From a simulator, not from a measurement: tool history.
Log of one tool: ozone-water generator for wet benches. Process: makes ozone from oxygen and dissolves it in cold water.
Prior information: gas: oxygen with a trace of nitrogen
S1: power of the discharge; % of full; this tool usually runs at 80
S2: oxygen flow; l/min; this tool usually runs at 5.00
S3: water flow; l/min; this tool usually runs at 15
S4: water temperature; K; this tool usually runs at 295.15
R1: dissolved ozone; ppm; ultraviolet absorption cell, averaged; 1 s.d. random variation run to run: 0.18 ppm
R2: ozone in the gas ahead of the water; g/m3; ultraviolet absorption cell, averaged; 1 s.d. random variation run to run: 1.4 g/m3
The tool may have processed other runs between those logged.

{"run": 1, "hour": 0.0, "S1": 80, "S2": 5.0, "S3": 15, "S4": 295.15, "R1": 23.5, "R2": 253.7}
{"run": 2, "hour": 36.5, "S1": 80, "S2": 5.0, "S3": 15, "S4": 295.15, "R1": 23.4, "R2": 251.9}
{"run": 3, "hour": 69.4, "S1": 80, "S2": 5.0, "S3": 15, "S4": 295.15, "R1": 23.2, "R2": 252.5}
{"run": 4, "hour": 85.2, "S1": 80, "S2": 5.0, "S3": 15, "S4": 295.15, "R1": 23.4, "R2": 252.9}
{"run": 5, "hour": 105.5, "S1": 80, "S2": 5.0, "S3": 15, "S4": 295.15, "R1": 23.1, "R2": 253.5}
{"run": 6, "hour": 129.1, "S1": 80, "S2": 5.0, "S3": 15, "S4": 295.15, "R1": 23.3, "R2": 253.0}
{"run": 7, "hour": 153.6, "S1": 80, "S2": 5.0, "S3": 15, "S4": 295.15, "R1": 23.4, "R2": 254.1}
{"run": 8, "hour": 175.5, "S1": 80, "S2": 5.0, "S3": 23, "S4": 295.15, "R1": 16.7, "R2": 251.7}
{"run": 9, "hour": 209.5, "S1": 80, "S2": 5.21, "S3": 15, "S4": 296.15, "R1": 22.6, "R2": 245.9}
{"run": 10, "hour": 225.1, "S1": 95, "S2": 5.21, "S3": 19, "S4": 296.15, "R1": 21.9, "R2": 280.0}
{"run": 11, "hour": 260.5, "S1": 80, "S2": 5.0, "S3": 21, "S4": 295.15, "R1": 18.0, "R2": 251.6}
{"run": 12, "hour": 288.1, "S1": 52, "S2": 4.32, "S3": 11, "S4": 292.15, "R1": 22.1, "R2": 199.6}
{"run": 13, "hour": 312.7, "S1": 80, "S2": 5.0, "S3": 11, "S4": 295.15, "R1": 28.0, "R2": 253.0}
{"run": 14, "hour": 348.7, "S1": 43, "S2": 5.0, "S3": 23, "S4": 295.15, "R1": 10.4, "R2": 157.8}
{"run": 15, "hour": 382.3, "S1": 80, "S2": 3.19, "S3": 15, "S4": 291.15, "R1": 25.6, "R2": 332.4}

Put back what was entered between runs (1 entry, withheld): which listed runs does each sit between, and how does the hidden state differ from the listed run before to the listed run after?
Run 10 -> run 11: water thermometer calibrated (hour 228.5)
  yield of the discharge, % of new electrodes': 97.1 -> 97; true water temperature over the reading, C: 0.26 -> 0.38
  measured minus no-state result, R1: -1.3 -> -1.0 ppm; R2: -10.4 -> -8.6 g/m3

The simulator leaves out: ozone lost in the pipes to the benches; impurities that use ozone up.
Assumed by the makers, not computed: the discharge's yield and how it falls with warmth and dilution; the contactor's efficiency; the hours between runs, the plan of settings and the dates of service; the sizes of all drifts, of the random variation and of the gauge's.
